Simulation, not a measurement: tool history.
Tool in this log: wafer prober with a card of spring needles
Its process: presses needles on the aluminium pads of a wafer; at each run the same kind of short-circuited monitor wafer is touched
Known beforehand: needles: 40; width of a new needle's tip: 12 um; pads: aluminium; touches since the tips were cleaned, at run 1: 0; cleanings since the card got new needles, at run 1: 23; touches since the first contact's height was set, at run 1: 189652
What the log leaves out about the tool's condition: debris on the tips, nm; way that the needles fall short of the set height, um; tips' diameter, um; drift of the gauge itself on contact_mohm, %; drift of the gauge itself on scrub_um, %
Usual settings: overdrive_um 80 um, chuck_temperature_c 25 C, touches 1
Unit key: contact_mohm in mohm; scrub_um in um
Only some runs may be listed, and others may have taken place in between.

run	hour	overdrive_um	chuck_temperature_c	touches	touches since the tips were cleaned	cleanings since the card got new needles	touches since the first contact's height was set	contact_mohm	scrub_um
1	0.0	80	25	1	0	23	189652	147	19.59
2	5.7	80	25	1	2315	23	191967	160	19.74
3	16.4	97	25	1	6628	23	196280	161	24.09
# hour 18.4: tips cleaned on abrasive film
4	22.6	80	25	2	1692	24	198752	168	19.52
5	29.9	80	25	1	4637	24	201697	180	19.57
# hour 37.6: tips cleaned on abrasive film
6	38.6	80	25	1	438	25	205200	149	19.76
7	47.7	80	25	1	4087	25	208849	164	19.79
# hour 55.9: tips cleaned on abrasive film
8	59.5	80	25	1	1462	26	213612	153	19.27
9	67.5	80	25	1	4700	26	216850	164	19.61
# hour 69.6: height of the first contact set anew
10	73.3	80	25	1	6924	26	1522	169	20.33
# hour 75.1: tips cleaned on abrasive film
# hour 77.7: tips cleaned on abrasive film, once more
11	85.9	80	25	1	3303	28	6516	159	20.12
# hour 96.4: tips cleaned on abrasive film
12	98.1	80	25	1	667	29	11398	148	20.10
13	105.4	74	25	1	3636	29	14367	163	18.62
14	110.8	74	25	1	5806	29	16537	171	18.80
# hour 115.3: tips cleaned on abrasive film
15	118.3	80	25	1	1209	30	19523	152	20.10
16	125.5	80	25	1	4125	30	22439	161	20.01
# hour 134.0: tips cleaned on abrasive film
17	135.8	80	25	1	720	31	26576	151	20.07
18	147.5	80	26	1	5438	31	31294	167	20.19
# hour 152.8: tips cleaned on abrasive film
19	157.5	80	26	1	1901	32	35314	158	20.12
20	168.6	83	67	1	6394	32	39807	170	21.03
# hour 171.5: tips cleaned on abrasive film
21	180.6	65	113	2	3666	33	44601	175	16.46
22	186.2	65	113	2	5930	33	46865	177	16.35
# hour 190.1: tips cleaned on abrasive film
23	194.2	65	113	2	1666	34	50076	167	16.13
24	202.2	62	68	2	4889	34	53299	170	15.36
# hour 208.8: tips cleaned on abrasive film
25	212.1	79	60	2	1342	35	57273	155	19.73
26	220.3	79	60	2	4644	35	60575	162	19.68
# hour 227.3: tips cleaned on abrasive film
27	230.9	92	60	2	1460	36	64850	156	22.96
28	236.9	92	60	2	3885	36	67275	160	22.95
29	242.2	87	77	2	6001	36	69391	165	21.51
# hour 245.7: tips cleaned on abrasive film
30	248.7	75	110	3	1230	37	72011	163	18.61
31	258.4	75	110	3	5155	37	75936	166	18.57
# hour 264.1: tips cleaned on abrasive film
32	269.3	81	25	1	2100	38	80279	156	20.37
33	276.8	81	25	1	5137	38	83316	168	20.09

What differs in the tool's unlogged condition from the final listed run ahead of each entry between runs to the first listed run following it?
Logged between run 3 and run 4: tips cleaned on abrasive film (hour 18.4)
  debris on the tips, nm: 104.9 -> 169.1; way that the needles fall short of the set height, um: 2.19 -> 2.71; tips' diameter, um: 12.77 -> 13.21
  difference, measured minus the result without the unlogged condition, contact_mohm: +20 -> +24 mohm; scrub_um: -0.56 -> -0.68 um
Logged between run 5 and run 6: tips cleaned on abrasive film (hour 37.6)
  debris on the tips, nm: 158.5 -> 22.7; way that the needles fall short of the set height, um: 2.71 -> 2.8; tips' diameter, um: 13.21 -> 13.24
  difference, measured minus the result without the unlogged condition, contact_mohm: +38 -> +6 mohm; scrub_um: -0.69 -> -0.72 um
Logged between run 7 and run 8: tips cleaned on abrasive film (hour 55.9)
  debris on the tips, nm: 81.9 -> 40.2; way that the needles fall short of the set height, um: 2.8 -> 2.91; tips' diameter, um: 13.24 -> 13.28
  difference, measured minus the result without the unlogged condition, contact_mohm: +19 -> +10 mohm; scrub_um: -0.71 -> -0.73 um
Logged between run 9 and run 10: height of the first contact set anew (hour 69.6)
  debris on the tips, nm: 85.7 -> 103.8; way that the needles fall short of the set height, um: 2.91 -> 0
  difference, measured minus the result without the unlogged condition, contact_mohm: +21 -> +24 mohm; scrub_um: -0.74 -> +0.00 um
Logged between run 10 and run 11: tips cleaned on abrasive film (hour 75.1); tips cleaned on abrasive film, once more (hour 77.7)
  debris on the tips, nm: 103.8 -> 67.5; way that the needles fall short of the set height, um: 0 -> 0.21; tips' diameter, um: 13.28 -> 13.35
  difference, measured minus the result without the unlogged condition, contact_mohm: +24 -> +16 mohm; scrub_um: +0.00 -> -0.05 um
Logged between run 11 and run 12: tips cleaned on abrasive film (hour 96.4)
  debris on the tips, nm: 67.5 -> 23.4; way that the needles fall short of the set height, um: 0.21 -> 0.33; tips' diameter, um: 13.35 -> 13.39
  difference, measured minus the result without the unlogged condition, contact_mohm: +16 -> +6 mohm; scrub_um: -0.05 -> -0.09 um
Logged between run 14 and run 15: tips cleaned on abrasive film (hour 115.3)
  debris on the tips, nm: 98.1 -> 31.7; way that the needles fall short of the set height, um: 0.33 -> 0.41; tips' diameter, um: 13.39 -> 13.42
  difference, measured minus the result without the unlogged condition, contact_mohm: +26 -> +7 mohm; scrub_um: -0.08 -> -0.10 um
Logged between run 16 and run 17: tips cleaned on abrasive film (hour 134.0)
  debris on the tips, nm: 76.7 -> 24.9; way that the needles fall short of the set height, um: 0.41 -> 0.54; tips' diameter, um: 13.42 -> 13.46
  difference, measured minus the result without the unlogged condition, contact_mohm: +18 -> +6 mohm; scrub_um: -0.11 -> -0.14 um
Logged between run 18 and run 19: tips cleaned on abrasive film (hour 152.8)
  debris on the tips, nm: 93 -> 44.2; way that the needles fall short of the set height, um: 0.54 -> 0.64; tips' diameter, um: 13.46 -> 13.5
  difference, measured minus the result without the unlogged condition, contact_mohm: +22 -> +11 mohm; scrub_um: -0.14 -> -0.16 um
Logged between run 20 and run 21: tips cleaned on abrasive film (hour 171.5)
  debris on the tips, nm: 100.2 -> 78.6; way that the needles fall short of the set height, um: 0.64 -> 0.73; tips' diameter, um: 13.5 -> 13.53
  difference, measured minus the result without the unlogged condition, contact_mohm: +20 -> +14 mohm; scrub_um: -0.17 -> -0.19 um
Logged between run 22 and run 23: tips cleaned on abrasive film (hour 190.1)
  debris on the tips, nm: 100.4 -> 39.5; way that the needles fall short of the set height, um: 0.73 -> 0.86; tips' diameter, um: 13.53 -> 13.58
  difference, measured minus the result without the unlogged condition, contact_mohm: +17 -> +8 mohm; scrub_um: -0.19 -> -0.22 um
Logged between run 24 and run 25: tips cleaned on abrasive film (hour 208.8)
  debris on the tips, nm: 87.2 -> 36.6; way that the needles fall short of the set height, um: 0.86 -> 0.98; tips' diameter, um: 13.58 -> 13.62
  difference, measured minus the result without the unlogged condition, contact_mohm: +18 -> +5 mohm; scrub_um: -0.22 -> -0.25 um
Logged between run 26 and run 27: tips cleaned on abrasive film (hour 227.3)
  debris on the tips, nm: 86.6 -> 38.5; way that the needles fall short of the set height, um: 0.98 -> 1.1; tips' diameter, um: 13.62 -> 13.66
  difference, measured minus the result without the unlogged condition, contact_mohm: +12 -> +4 mohm; scrub_um: -0.24 -> -0.28 um
Logged between run 29 and run 30: tips cleaned on abrasive film (hour 245.7)
  debris on the tips, nm: 96.9 -> 37.5; way that the needles fall short of the set height, um: 1.1 -> 1.22; tips' diameter, um: 13.66 -> 13.7
  difference, measured minus the result without the unlogged condition, contact_mohm: +11 -> +3 mohm; scrub_um: -0.28 -> -0.31 um
Logged between run 31 and run 32: tips cleaned on abrasive film (hour 264.1)
  debris on the tips, nm: 93.1 -> 53.7; way that the needles fall short of the set height, um: 1.22 -> 1.31; tips' diameter, um: 13.7 -> 13.74
  difference, measured minus the result without the unlogged condition, contact_mohm: +7 -> +13 mohm; scrub_um: -0.31 -> -0.33 um
